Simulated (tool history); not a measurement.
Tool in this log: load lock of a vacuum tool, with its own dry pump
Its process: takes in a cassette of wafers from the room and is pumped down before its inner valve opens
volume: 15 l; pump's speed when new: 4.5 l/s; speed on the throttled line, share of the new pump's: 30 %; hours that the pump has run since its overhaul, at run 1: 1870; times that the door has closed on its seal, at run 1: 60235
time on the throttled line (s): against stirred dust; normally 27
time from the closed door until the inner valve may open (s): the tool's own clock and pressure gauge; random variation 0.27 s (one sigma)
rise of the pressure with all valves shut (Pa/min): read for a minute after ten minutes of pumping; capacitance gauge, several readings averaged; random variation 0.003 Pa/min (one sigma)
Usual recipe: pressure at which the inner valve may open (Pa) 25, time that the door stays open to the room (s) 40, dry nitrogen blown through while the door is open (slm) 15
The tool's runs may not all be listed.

run      day  time on the throttled line (s)  pressure at which the inner valve may open (Pa)  time that the door stays open to the room (s)  dry nitrogen blown through while the door is open (slm)  hours that the pump has run since its overhaul  times that the door has closed on its seal  incoming humidity of the room's air, %  time from the closed door until the inner valve may open (s)  rise of the pressure with all valves shut (Pa/min)
  1        0                              27                                               25                                             40                                                       15                                            1870                                       60235                                    45.9                                                          47.2                                               0.196
  2    3.412                              27                                               33                                             40                                                       15                                            1952                                       60587                                    45.1                                                          46.3                                               0.201
  3    6.746                              27                                               33                                             40                                                       15                                            2032                                       60931                                    44.5                                                          46.5                                               0.199
  4   10.079                              27                                               33                                             40                                                       15                                            2112                                       61274                                    42.5                                                          45.9                                               0.194
  5   14.496                              42                                               33                                             40                                                       15                                            2218                                       61730                                    46.9                                                          56.6                                               0.205
  6   16.829                              42                                               33                                             40                                                       15                                            2274                                       61970                                    47.5                                                          56.5                                               0.212
  7     20.4                              27                                               25                                             40                                                       15                                            2359                                       62339                                    41.5                                                            47                                               0.194
  8   22.767                              27                                               25                                             40                                                       15                                            2416                                       62582                                    45.7                                                            47                                               0.203
  9   27.796                              27                                               25                                            188                                                       15                                            2537                                       63101                                    46.2                                                          47.2                                               0.313
 10   30.908                              27                                               25                                             40                                                       15                                            2611                                       63422                                    43.6                                                          47.5                                               0.209
 11   33.738                              27                                               32                                             40                                                       15                                            2679                                       63713                                    46.1                                                          46.3                                                0.21
 12    36.45                              27                                               25                                             40                                                       15                                            2744                                       63993                                    43.3                                                          47.4                                               0.216
 13   41.479                              27                                               25                                             40                                                       15                                            2865                                       64511                                    46.4                                                          47.6                                               0.217
 14   45.496                              27                                               25                                             40                                                       15                                            2962                                       64926                                    45.3                                                          47.7                                               0.222
 15   49.146                              27                                               25                                             40                                                       15                                            3049                                       65302                                    46.2                                                          47.9                                               0.223
 16     53.7                              27                                               25                                             40                                                       15                                            3158                                       65772                                    44.9                                                          47.3                                               0.223
 17     55.8                              27                                               25                                             40                                                       15                                            3209                                       65988                                    48.6                                                          47.4                                               0.228
 18   58.267                              27                                               25                                            124                                                       15                                            3268                                       66242                                    44.7                                                          47.5                                               0.285
 19   61.258                              27                                               25                                            124                                                       15                                            3340                                       66551                                    42.4                                                          47.5                                               0.277
 20   64.808                              40                                               24                                             33                                                        5                                            3425                                       66917                                    40.1                                                          56.1                                               0.231
 21   67.629                              40                                               24                                             33                                                        5                                            3493                                       67207                                    46.7                                                          56.7                                               0.245
 22   69.875                              14                                               21                                             86                                                       29                                            3547                                       67439                                    43.8                                                          39.4                                               0.239
 23   72.817                              34                                               29                                             40                                                       15                                            3617                                       67742                                      48                                                          52.2                                                0.23
 24   76.262                              54                                               29                                             46                                                        5                                            3700                                       68097                                    46.9                                                          65.4                                               0.267
 25   79.567                              54                                               29                                             46                                                        5                                            3779                                       68438                                    46.1                                                          65.7                                               0.262
 26   82.971                              54                                               29                                             46                                                        5                                            3861                                       68789                                      45                                                          65.9                                               0.256
 27   87.396                              27                                               34                                             40                                                       15                                            3967                                       69245                                    44.6                                                          45.9                                               0.235
 28   90.108                              33                                               19                                             26                                                       15                                            4032                                       69525                                      47                                                          52.3                                               0.228
 29   92.733                              33                                               37                                             40                                                       15                                            4095                                       69795                                    43.6                                                            51                                               0.228
 30   96.642                              26                                               37                                             40                                                       15                                            4189                                       70198                                    43.3                                                          45.3                                                0.24
 31   98.746                              48                                               25                                             40                                                       39                                            4240                                       70415                                    43.5                                                          62.5                                               0.218
 32  103.267                              48                                               25                                             28                                                       39                                            4348                                       70882                                    47.2                                                          62.2                                               0.219
 33      107                              30                                               41                                             28                                                        8                                            4438                                       71266                                    44.6                                                          47.9                                               0.241
 34  110.571                              18                                               21                                             44                                                        8                                            4523                                       71634                                    46.4                                                          42.1                                               0.254
 35  113.162                              18                                               21                                             44                                                        8                                            4586                                       71901                                    45.1                                                          42.3                                               0.262
 36  116.108                              17                                               31                                             35                                                        5                                            4656                                       72205                                    46.2                                                          40.3                                                0.26
 37  119.104                              17                                               31                                             35                                                        5                                            4728                                       72514                                    44.1                                                          40.4                                               0.259

4 ways to go on from here, each from the tool as it stands after run 37. What would each give?
  A  123.846                              17                                               31                                             65                                                       28                                            4842                                       73003                                    48.2                                                             ?                                                   ?
  B  123.846                              20                                               38                                             88                                                        5                                            4842                                       73003                                    47.3                                                             ?                                                   ?
  C  123.846                              36                                               39                                             99                                                       15                                            4842                                       73003                                    47.6                                                             ?                                                   ?
  D  123.846                              27                                               37                                             40                                                       15                                            4842                                       73003                                      45                                                             ?                                                   ?

run  time from the closed door until the inner valve may open (s)  rise of the pressure with all valves shut (Pa/min)
  A                                                          40.4                                               0.257
  B                                                          41.7                                                0.33
  C                                                          52.6                                               0.303
  D                                                          47.2                                               0.258
Without the tool's unlogged condition, the same runs would have read:
run  time from the closed door until the inner valve may open (s)  rise of the pressure with all valves shut (Pa/min)
  A                                                          39.3                                               0.058
  B                                                          40.7                                               0.131
  C                                                          51.8                                               0.102
  D                                                          46.3                                               0.054
